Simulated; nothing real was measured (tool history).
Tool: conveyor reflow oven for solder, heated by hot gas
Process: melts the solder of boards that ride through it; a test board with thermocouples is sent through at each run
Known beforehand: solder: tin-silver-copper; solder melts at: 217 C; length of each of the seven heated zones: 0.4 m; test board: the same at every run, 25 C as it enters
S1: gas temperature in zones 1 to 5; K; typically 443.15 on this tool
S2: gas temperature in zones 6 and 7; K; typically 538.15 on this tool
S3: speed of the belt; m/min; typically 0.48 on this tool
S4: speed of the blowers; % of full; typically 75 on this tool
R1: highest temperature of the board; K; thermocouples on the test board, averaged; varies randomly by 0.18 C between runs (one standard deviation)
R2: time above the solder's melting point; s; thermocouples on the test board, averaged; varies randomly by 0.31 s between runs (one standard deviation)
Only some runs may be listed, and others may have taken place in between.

| run | hour | S1 | S2 | S3 | S4 | R1 | R2 |
|---|---|---|---|---|---|---|---|
| 1 | 0 | 443.15 | 538.15 | 0.48 | 75 | 520.45 | 67.4 |
| 2 | 22.8 | 443.15 | 538.15 | 0.48 | 75 | 520.15 | 66.7 |
| 3 | 40.6 | 457.15 | 538.15 | 0.48 | 75 | 522.85 | 77 |
| 4 | 53.8 | 457.15 | 538.15 | 0.48 | 75 | 522.85 | 76.7 |
| 5 | 74.7 | 457.15 | 538.15 | 0.48 | 75 | 522.75 | 77 |
| 6 | 93.2 | 457.15 | 538.15 | 0.48 | 75 | 523.35 | 77.2 |
| 7 | 110.6 | 457.15 | 538.15 | 0.48 | 75 | 522.45 | 76.8 |
| 8 | 132.9 | 457.15 | 538.15 | 0.48 | 75 | 522.55 | 76.8 |
| 9 | 148.6 | 457.15 | 538.15 | 0.48 | 75 | 522.65 | 76.9 |
| 10 | 168.1 | 441.15 | 538.15 | 0.48 | 75 | 519.45 | 65.4 |
| 11 | 180.9 | 441.15 | 538.15 | 0.48 | 75 | 519.65 | 65 |
| 12 | 196.3 | 443.15 | 538.15 | 0.48 | 75 | 519.75 | 66.5 |
| 13 | 210.4 | 443.15 | 538.15 | 0.48 | 75 | 519.75 | 66.4 |
| 14 | 221.5 | 443.15 | 538.15 | 0.48 | 75 | 519.85 | 66.7 |
|  | 232.8 | flux residue cleaned out of gas plates and filters |
| 15 | 244 | 443.15 | 538.15 | 0.48 | 75 | 521.45 | 69.8 |
| 16 | 265.4 | 443.15 | 538.15 | 0.48 | 89 | 524.15 | 72.4 |
| 17 | 275.6 | 443.15 | 538.15 | 0.48 | 89 | 524.25 | 73.1 |
| 18 | 294 | 452.15 | 541.15 | 0.448 | 53 | 523.65 | 80.4 |
| 19 | 311 | 452.15 | 534.15 | 0.448 | 80 | 522.65 | 81.3 |
| 20 | 334.5 | 436.15 | 534.15 | 0.542 | 80 | 513.75 | 49 |
| 21 | 351 | 450.15 | 538.15 | 0.392 | 52 | 524.55 | 93.4 |
| 22 | 360.6 | 450.15 | 538.15 | 0.392 | 52 | 524.55 | 93.2 |
| 23 | 381.7 | 443.15 | 535.15 | 0.45 | 75 | 521.05 | 74.6 |
| 24 | 399 | 443.15 | 535.15 | 0.45 | 75 | 521.05 | 74.1 |
| 25 | 409.7 | 456.15 | 536.15 | 0.448 | 86 | 525.45 | 87.4 |
| 26 | 419.2 | 435.15 | 539.15 | 0.517 | 75 | 518.25 | 56.4 |
| 27 | 431.2 | 435.15 | 539.15 | 0.517 | 75 | 518.25 | 56.5 |
| 28 | 445.8 | 443.15 | 537.15 | 0.48 | 75 | 520.35 | 67.6 |
| 29 | 459.2 | 443.15 | 537.15 | 0.48 | 75 | 520.55 | 67.8 |
| 30 | 481.6 | 433.15 | 541.15 | 0.413 | 83 | 528.75 | 86.6 |

Run by run, hidden condition taken away, random variation retained:
Unlogged tool condition in this case: heat that the gas passes to the board, % of a clean oven's; belt's true speed, % of the reading; true gas temperature in zones 6 and 7 over the reading, C; drift of the gauge itself on peak_c, C; drift of the gauge itself on liquid_s, %.
| run | R1 | R2 |
|---|---|---|
| 1 | 521.15 | 68.4 |
| 2 | 520.95 | 67.8 |
| 3 | 523.45 | 77.7 |
| 4 | 523.45 | 77.5 |
| 5 | 523.45 | 77.8 |
| 6 | 523.95 | 78 |
| 7 | 523.15 | 77.6 |
| 8 | 523.25 | 77.6 |
| 9 | 523.35 | 77.8 |
| 10 | 520.45 | 66.8 |
| 11 | 520.75 | 66.5 |
| 12 | 520.75 | 67.9 |
| 13 | 520.75 | 67.8 |
| 14 | 520.85 | 68.1 |
| 15 | 520.45 | 68.3 |
| 16 | 523.25 | 71 |
| 17 | 523.35 | 71.7 |
| 18 | 522.75 | 78.7 |
| 19 | 521.75 | 79.8 |
| 20 | 512.95 | 47.7 |
| 21 | 523.55 | 91.6 |
| 22 | 523.55 | 91.4 |
| 23 | 520.25 | 73.1 |
| 24 | 520.25 | 72.7 |
| 25 | 524.65 | 86 |
| 26 | 517.65 | 55.3 |
| 27 | 517.65 | 55.5 |
| 28 | 519.65 | 66.4 |
| 29 | 519.85 | 66.7 |
| 30 | 527.95 | 85.3 |

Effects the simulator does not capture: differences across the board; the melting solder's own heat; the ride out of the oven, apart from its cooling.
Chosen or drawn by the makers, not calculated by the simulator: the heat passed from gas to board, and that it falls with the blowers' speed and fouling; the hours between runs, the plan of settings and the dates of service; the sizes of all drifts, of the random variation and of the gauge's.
